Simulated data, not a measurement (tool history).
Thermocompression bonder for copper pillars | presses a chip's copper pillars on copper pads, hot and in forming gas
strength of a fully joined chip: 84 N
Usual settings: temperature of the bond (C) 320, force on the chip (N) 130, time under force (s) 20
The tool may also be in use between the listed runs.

run,hour,temperature of the bond (C),force on the chip (N),time under force (s),force that shears a chip off (N)
1,0.0,320,130,20,34.2
2,74.1,320,130,20,34.3
3,151.8,320,130,20,34.1
4,240.5,320,130,20,34.4
5,284.4,320,130,20,34.4
# hour 299.2: forming gas filter changed
6,327.6,332,130,20,39.0
7,377.7,332,130,20,38.6
8,439.8,332,130,20,38.4
9,483.1,332,86,15,26.4
10,528.9,332,86,15,26.1
11,576.8,320,165,13,34.4
12,634.8,320,106,32,36.3

4 ways to go on from here, each from the tool as it stands after run 12. What would each give?
# hour 698.1: force cell calibrated
A,706.4,325,99,58,?
# hour 698.1: force cell calibrated
B,706.4,350,130,13,?
# hour 698.1: force cell calibrated
C,706.4,326,130,19,?
# hour 698.1: force cell calibrated
D,706.4,320,126,16,?

run,force that shears a chip off (N)
A,44.6
B,39.9
C,36.0
D,31.0
Without the tool's hidden state the same runs would have given:
run,force that shears a chip off (N)
A,44.0
B,39.5
C,35.6
D,30.6

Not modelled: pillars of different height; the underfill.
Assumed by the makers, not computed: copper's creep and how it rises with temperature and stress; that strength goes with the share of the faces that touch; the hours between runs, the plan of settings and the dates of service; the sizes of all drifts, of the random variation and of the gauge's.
